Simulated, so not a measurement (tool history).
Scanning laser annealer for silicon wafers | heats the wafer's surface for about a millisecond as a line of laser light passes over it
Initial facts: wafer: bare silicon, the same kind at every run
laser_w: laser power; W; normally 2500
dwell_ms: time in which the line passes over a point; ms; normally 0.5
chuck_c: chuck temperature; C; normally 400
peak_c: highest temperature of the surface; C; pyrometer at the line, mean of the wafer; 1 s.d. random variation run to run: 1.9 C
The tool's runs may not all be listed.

run,hour,laser_w,dwell_ms,chuck_c,peak_c
1,0,2500,0.5,400,1193
2,11.1,2500,0.5,400,1193
3,19,2409,0.5,400,1158
4,26.4,2168,0.5,400,1061
5,38.2,2168,0.5,400,1061
6,47.2,2168,0.5,400,1059
7,58.1,2168,0.5,400,1059
8,65.5,2168,0.5,400,1061
9,77,2168,0.5,400,1060
10,88.2,2168,0.5,400,1056
11,97,2168,0.5,400,1061
12,103,2168,0.5,400,1059
13,108.8,2500,0.5,400,1191
14,117.2,2500,0.5,400,1192
15,125.4,2567,0.5,400,1219
16,134.7,2502,0.5,400,1189
17,144.3,2502,0.5,400,1199
18,153.1,2325,0.5,400,1123
19,160.5,2500,0.5,400,1193
20,168.6,2500,0.5,400,1193
21,178.5,2500,0.615,393,1260
22,183.8,2500,0.615,393,1263
23,193.6,2531,0.531,437,1265
24,199.2,2286,0.368,409,1026
25,204.4,2720,0.368,409,1182
26,212.4,2463,0.453,391,1133
27,224.6,2463,0.538,438,1243
28,236.8,2580,0.5,400,1225
29,244.6,2580,0.5,400,1226
30,252.4,2226,0.618,377,1123
31,262.1,2357,0.613,377,1181
32,273.2,2357,0.613,377,1183
33,283,2447,0.613,377,1222
34,289.7,2447,0.613,377,1220
35,300.5,2447,0.613,388,1230
36,309.6,2447,0.613,388,1233
37,316.9,2447,0.613,388,1232
38,323.5,2360,0.5,424,1160
39,329.5,2721,0.42,367,1184
40,336.2,2721,0.42,367,1184

Taken out of this log: 1 entry between the listed runs. Where each belongs, and how the hidden state differs across it:
Between runs 8 and 9: optics aligned, line set to its width (hour 74.8)
  width of the line over the set one, %: 0.08 -> 0
